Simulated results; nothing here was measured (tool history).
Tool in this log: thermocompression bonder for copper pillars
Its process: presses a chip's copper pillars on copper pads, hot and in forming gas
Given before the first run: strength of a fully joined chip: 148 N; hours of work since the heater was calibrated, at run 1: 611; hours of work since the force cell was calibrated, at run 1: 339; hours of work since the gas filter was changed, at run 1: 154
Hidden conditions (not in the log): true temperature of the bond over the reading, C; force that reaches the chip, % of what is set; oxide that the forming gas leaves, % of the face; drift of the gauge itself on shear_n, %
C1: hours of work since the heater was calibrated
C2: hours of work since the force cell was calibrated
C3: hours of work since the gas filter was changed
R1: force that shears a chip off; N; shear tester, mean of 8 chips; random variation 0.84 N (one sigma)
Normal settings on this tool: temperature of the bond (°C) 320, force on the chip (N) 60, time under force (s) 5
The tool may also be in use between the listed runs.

run 1 hour=0 | temperature_of_the_bond_(°C)=320 force_on_the_chip_(N)=60 time_under_force_(s)=5 | C1=611 C2=339 C3=154 | R1=65.2
run 2 hour=47.3 | temperature_of_the_bond_(°C)=320 force_on_the_chip_(N)=60 time_under_force_(s)=5 | C1=643 C2=372 C3=186 | R1=69.1
run 3 hour=78.1 | temperature_of_the_bond_(°C)=320 force_on_the_chip_(N)=60 time_under_force_(s)=5 | C1=664 C2=393 C3=207 | R1=67.2
-- hour=93.2 forming gas filter changed
run 4 hour=99 | temperature_of_the_bond_(°C)=320 force_on_the_chip_(N)=60 time_under_force_(s)=5 | C1=678 C2=407 C3=4 | R1=65.9
run 5 hour=137.3 | temperature_of_the_bond_(°C)=317 force_on_the_chip_(N)=60 time_under_force_(s)=5 | C1=704 C2=433 C3=30 | R1=65
run 6 hour=170.5 | temperature_of_the_bond_(°C)=320 force_on_the_chip_(N)=65 time_under_force_(s)=5 | C1=727 C2=455 C3=53 | R1=71.9
run 7 hour=217.1 | temperature_of_the_bond_(°C)=320 force_on_the_chip_(N)=82 time_under_force_(s)=5 | C1=758 C2=487 C3=85 | R1=83.6
run 8 hour=244 | temperature_of_the_bond_(°C)=320 force_on_the_chip_(N)=60 time_under_force_(s)=5 | C1=777 C2=506 C3=103 | R1=66.1
run 9 hour=267.6 | temperature_of_the_bond_(°C)=320 force_on_the_chip_(N)=60 time_under_force_(s)=5 | C1=793 C2=522 C3=119 | R1=65
run 10 hour=300.3 | temperature_of_the_bond_(°C)=320 force_on_the_chip_(N)=60 time_under_force_(s)=5 | C1=815 C2=544 C3=141 | R1=66
run 11 hour=339.4 | temperature_of_the_bond_(°C)=320 force_on_the_chip_(N)=60 time_under_force_(s)=5 | C1=842 C2=571 C3=168 | R1=67.5
run 12 hour=380 | temperature_of_the_bond_(°C)=320 force_on_the_chip_(N)=60 time_under_force_(s)=5 | C1=870 C2=598 C3=196 | R1=66.5
-- hour=412.3 forming gas filter changed
run 13 hour=422.9 | temperature_of_the_bond_(°C)=320 force_on_the_chip_(N)=60 time_under_force_(s)=5 | C1=899 C2=627 C3=7 | R1=66.4
run 14 hour=465.4 | temperature_of_the_bond_(°C)=349 force_on_the_chip_(N)=60 time_under_force_(s)=5 | C1=928 C2=656 C3=36 | R1=82.2
run 15 hour=496.3 | temperature_of_the_bond_(°C)=349 force_on_the_chip_(N)=60 time_under_force_(s)=5 | C1=949 C2=677 C3=57 | R1=80.3
run 16 hour=525.6 | temperature_of_the_bond_(°C)=349 force_on_the_chip_(N)=60 time_under_force_(s)=10 | C1=969 C2=697 C3=77 | R1=96.7
-- hour=560.4 force cell calibrated
run 17 hour=564.1 | temperature_of_the_bond_(°C)=349 force_on_the_chip_(N)=60 time_under_force_(s)=10 | C1=994 C2=2 C3=102 | R1=100.2
run 18 hour=595.1 | temperature_of_the_bond_(°C)=320 force_on_the_chip_(N)=60 time_under_force_(s)=5 | C1=1015 C2=24 C3=124 | R1=67
run 19 hour=619.1 | temperature_of_the_bond_(°C)=320 force_on_the_chip_(N)=60 time_under_force_(s)=5 | C1=1031 C2=40 C3=140 | R1=67.1
run 20 hour=652.2 | temperature_of_the_bond_(°C)=320 force_on_the_chip_(N)=60 time_under_force_(s)=5 | C1=1054 C2=63 C3=163 | R1=67.8
run 21 hour=678.1 | temperature_of_the_bond_(°C)=323 force_on_the_chip_(N)=62 time_under_force_(s)=3 | C1=1072 C2=80 C3=180 | R1=57.8
run 22 hour=711.9 | temperature_of_the_bond_(°C)=323 force_on_the_chip_(N)=60 time_under_force_(s)=5 | C1=1095 C2=103 C3=203 | R1=68.6
-- hour=734.2 forming gas filter changed
run 23 hour=744.8 | temperature_of_the_bond_(°C)=321 force_on_the_chip_(N)=59 time_under_force_(s)=4 | C1=1117 C2=125 C3=7 | R1=61.3
run 24 hour=771.3 | temperature_of_the_bond_(°C)=341 force_on_the_chip_(N)=38 time_under_force_(s)=4 | C1=1135 C2=144 C3=25 | R1=48.9
run 25 hour=818.5 | temperature_of_the_bond_(°C)=341 force_on_the_chip_(N)=38 time_under_force_(s)=4 | C1=1167 C2=176 C3=58 | R1=49.4
-- hour=854.4 heater calibrated with a thermocouple chip
run 26 hour=866.1 | temperature_of_the_bond_(°C)=341 force_on_the_chip_(N)=88 time_under_force_(s)=4 | C1=8 C2=207 C3=89 | R1=93
run 27 hour=889.5 | temperature_of_the_bond_(°C)=320 force_on_the_chip_(N)=67 time_under_force_(s)=12 | C1=24 C2=223 C3=105 | R1=94.9
run 28 hour=917 | temperature_of_the_bond_(°C)=320 force_on_the_chip_(N)=67 time_under_force_(s)=12 | C1=43 C2=242 C3=123 | R1=98.1
run 29 hour=938 | temperature_of_the_bond_(°C)=320 force_on_the_chip_(N)=67 time_under_force_(s)=12 | C1=57 C2=256 C3=138 | R1=94.3
run 30 hour=984.5 | temperature_of_the_bond_(°C)=320 force_on_the_chip_(N)=67 time_under_force_(s)=12 | C1=89 C2=288 C3=169 | R1=93.3
run 31 hour=1027.7 | temperature_of_the_bond_(°C)=328 force_on_the_chip_(N)=43 time_under_force_(s)=5 | C1=118 C2=317 C3=199 | R1=55.4
run 32 hour=1047 | temperature_of_the_bond_(°C)=323 force_on_the_chip_(N)=77 time_under_force_(s)=5 | C1=131 C2=330 C3=212 | R1=80
-- hour=1054.5 forming gas filter changed
run 33 hour=1069.6 | temperature_of_the_bond_(°C)=320 force_on_the_chip_(N)=60 time_under_force_(s)=11 | C1=146 C2=345 C3=10 | R1=86.9
run 34 hour=1095.8 | temperature_of_the_bond_(°C)=320 force_on_the_chip_(N)=53 time_under_force_(s)=11 | C1=164 C2=363 C3=28 | R1=80.1
run 35 hour=1123.9 | temperature_of_the_bond_(°C)=320 force_on_the_chip_(N)=53 time_under_force_(s)=11 | C1=184 C2=382 C3=47 | R1=79.9
run 36 hour=1161.5 | temperature_of_the_bond_(°C)=320 force_on_the_chip_(N)=37 time_under_force_(s)=4 | C1=209 C2=408 C3=73 | R1=41.5
run 37 hour=1187.9 | temperature_of_the_bond_(°C)=320 force_on_the_chip_(N)=37 time_under_force_(s)=4 | C1=227 C2=426 C3=91 | R1=40.9
run 38 hour=1213.4 | temperature_of_the_bond_(°C)=329 force_on_the_chip_(N)=43 time_under_force_(s)=12 | C1=245 C2=443 C3=108 | R1=74.5
run 39 hour=1235.2 | temperature_of_the_bond_(°C)=320 force_on_the_chip_(N)=60 time_under_force_(s)=13 | C1=259 C2=458 C3=123 | R1=91.1

What differs in the tool's unlogged condition from the final listed run ahead of each entry between runs to the first listed run following it?
From run 3 to run 4: forming gas filter changed (hour 93.2)
  oxide that the forming gas leaves, % of the face: 1.01 -> 0.51
From run 12 to run 13: forming gas filter changed (hour 412.3)
  force that reaches the chip, % of what is set: 99.6 -> 99.5; oxide that the forming gas leaves, % of the face: 0.95 -> 0.52
From run 16 to run 17: force cell calibrated (hour 560.4)
  true temperature of the bond over the reading, C: -0.5 -> -0.6; force that reaches the chip, % of what is set: 99.5 -> 100; oxide that the forming gas leaves, % of the face: 0.68 -> 0.75
From run 22 to run 23: forming gas filter changed (hour 734.2)
  oxide that the forming gas leaves, % of the face: 0.99 -> 0.52
From run 25 to run 26: heater calibrated with a thermocouple chip (hour 854.4)
  true temperature of the bond over the reading, C: -0.6 -> -0.1; oxide that the forming gas leaves, % of the face: 0.64 -> 0.71
From run 32 to run 33: forming gas filter changed (hour 1054.5)
  oxide that the forming gas leaves, % of the face: 1.03 -> 0.53

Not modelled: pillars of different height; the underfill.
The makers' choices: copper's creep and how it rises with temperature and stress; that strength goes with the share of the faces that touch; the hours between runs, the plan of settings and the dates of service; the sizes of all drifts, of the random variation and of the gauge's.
